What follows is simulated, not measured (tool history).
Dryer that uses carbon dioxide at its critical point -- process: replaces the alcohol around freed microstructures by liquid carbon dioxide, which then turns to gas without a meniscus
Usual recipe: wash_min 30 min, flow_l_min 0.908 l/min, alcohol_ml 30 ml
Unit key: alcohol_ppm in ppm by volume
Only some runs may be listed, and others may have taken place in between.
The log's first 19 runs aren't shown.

{"run": 20, "hour": 223.0, "wash_min": 21, "flow_l_min": 0.756, "alcohol_ml": 30, "alcohol_ppm": 646}
{"run": 21, "hour": 233.6, "wash_min": 33, "flow_l_min": 0.794, "alcohol_ml": 81, "alcohol_ppm": 370}
{"run": 22, "hour": 244.2, "wash_min": 32, "flow_l_min": 0.6, "alcohol_ml": 81, "alcohol_ppm": 1025}
{"run": 23, "hour": 255.9, "wash_min": 32, "flow_l_min": 0.6, "alcohol_ml": 81, "alcohol_ppm": 1067}
{"run": 24, "hour": 271.9, "wash_min": 32, "flow_l_min": 0.6, "alcohol_ml": 81, "alcohol_ppm": 1083}
{"run": 25, "hour": 287.3, "wash_min": 32, "flow_l_min": 0.6, "alcohol_ml": 81, "alcohol_ppm": 1088}
{"hour": 301.0, "done": "inlet filter changed"}
{"run": 26, "hour": 303.3, "wash_min": 32, "flow_l_min": 0.6, "alcohol_ml": 81, "alcohol_ppm": 621}
{"run": 27, "hour": 311.8, "wash_min": 24, "flow_l_min": 0.6, "alcohol_ml": 71, "alcohol_ppm": 1278}
{"run": 28, "hour": 325.6, "wash_min": 22, "flow_l_min": 0.831, "alcohol_ml": 72, "alcohol_ppm": 665}
{"run": 29, "hour": 338.2, "wash_min": 22, "flow_l_min": 0.831, "alcohol_ml": 72, "alcohol_ppm": 684}
{"run": 30, "hour": 351.7, "wash_min": 19, "flow_l_min": 0.7, "alcohol_ml": 107, "alcohol_ppm": 2375}
{"run": 31, "hour": 360.8, "wash_min": 19, "flow_l_min": 0.7, "alcohol_ml": 107, "alcohol_ppm": 2413}
{"run": 32, "hour": 370.9, "wash_min": 47, "flow_l_min": 1.372, "alcohol_ml": 38, "alcohol_ppm": 68}

Run 33 has not been measured yet. What should we expect?
{"run": 33, "hour": 383.3, "wash_min": 47, "flow_l_min": 1.372, "alcohol_ml": 38, "alcohol_ppm": "?"}

alcohol_ppm: 60 ppm by volume
If the tool had no hidden condition, the same run with the same run-to-run variation would have returned alcohol_ppm 1 ppm by volume.
